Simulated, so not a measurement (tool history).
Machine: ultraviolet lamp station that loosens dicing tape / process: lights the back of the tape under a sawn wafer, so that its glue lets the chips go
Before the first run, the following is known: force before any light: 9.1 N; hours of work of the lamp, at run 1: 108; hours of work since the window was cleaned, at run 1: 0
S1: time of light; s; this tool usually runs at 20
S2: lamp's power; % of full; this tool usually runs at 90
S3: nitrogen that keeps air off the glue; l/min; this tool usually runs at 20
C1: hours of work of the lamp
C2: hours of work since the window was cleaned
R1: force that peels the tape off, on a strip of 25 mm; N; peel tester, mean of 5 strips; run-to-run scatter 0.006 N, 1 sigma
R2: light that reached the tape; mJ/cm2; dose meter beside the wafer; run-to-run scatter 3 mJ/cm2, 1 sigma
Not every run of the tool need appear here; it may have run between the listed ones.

| run | hour | S1 | S2 | S3 | C1 | C2 | R1 | R2 |
|---|---|---|---|---|---|---|---|---|
| 1 | 0 | 20 | 90 | 20 | 108 | 0 | 0.172 | 443 |
| 2 | 49.2 | 20 | 90 | 20 | 145 | 37 | 0.17 | 454 |
| 3 | 117.7 | 20 | 90 | 20 | 196 | 88 | 0.156 | 445 |
| 4 | 172.5 | 20 | 90 | 20 | 237 | 129 | 0.177 | 449 |
| 5 | 239.4 | 20 | 90 | 11 | 287 | 179 | 0.257 | 448 |
| 6 | 286.2 | 20 | 90 | 11 | 322 | 213 | 0.264 | 448 |
| 7 | 371.9 | 20 | 90 | 11 | 385 | 277 | 0.273 | 447 |
| 8 | 460.2 | 36 | 90 | 20 | 451 | 343 | 0.116 | 806 |
| 9 | 516.1 | 36 | 90 | 20 | 493 | 385 | 0.118 | 801 |
| 10 | 566.1 | 36 | 90 | 20 | 530 | 422 | 0.11 | 802 |
|  | 611.6 | window cleaned of glue's vapour |
| 11 | 639.5 | 36 | 90 | 20 | 585 | 21 | 0.117 | 809 |
| 12 | 713.8 | 20 | 90 | 19 | 640 | 76 | 0.17 | 449 |
| 13 | 775.6 | 20 | 90 | 19 | 686 | 122 | 0.164 | 443 |
| 14 | 855.6 | 11 | 90 | 19 | 746 | 182 | 0.704 | 249 |
| 15 | 908.6 | 11 | 90 | 19 | 785 | 221 | 0.705 | 249 |
| 16 | 981.1 | 11 | 90 | 19 | 839 | 276 | 0.703 | 245 |
| 17 | 1037.3 | 11 | 90 | 19 | 881 | 317 | 0.692 | 244 |
| 18 | 1107.3 | 20 | 90 | 20 | 934 | 370 | 0.168 | 445 |
| 19 | 1179.8 | 20 | 90 | 20 | 988 | 424 | 0.17 | 452 |
|  | 1221.1 | window cleaned of glue's vapour |
| 20 | 1261.3 | 20 | 90 | 9 | 1048 | 30 | 0.299 | 444 |
| 21 | 1300.6 | 20 | 90 | 9 | 1077 | 59 | 0.305 | 444 |
| 22 | 1354.6 | 33 | 90 | 20 | 1118 | 100 | 0.111 | 737 |
| 23 | 1440.4 | 33 | 90 | 20 | 1182 | 164 | 0.125 | 732 |
|  | 1512 | lamp changed |
| 24 | 1534 | 33 | 90 | 20 | 16 | 233 | 0.121 | 744 |
| 25 | 1590.7 | 33 | 90 | 20 | 59 | 275 | 0.118 | 735 |

The next listed run, before its measurement:
| 26 | 1677.3 | 27 | 60 | 40 | 123 | 339 | ? | ? |

For run 26 the tool returned R1 0.154 N, R2 406 mJ/cm2.
Were there no unlogged condition in the tool, this run, its random variation unchanged, would have produced R1 0.153 N, R2 407 mJ/cm2.
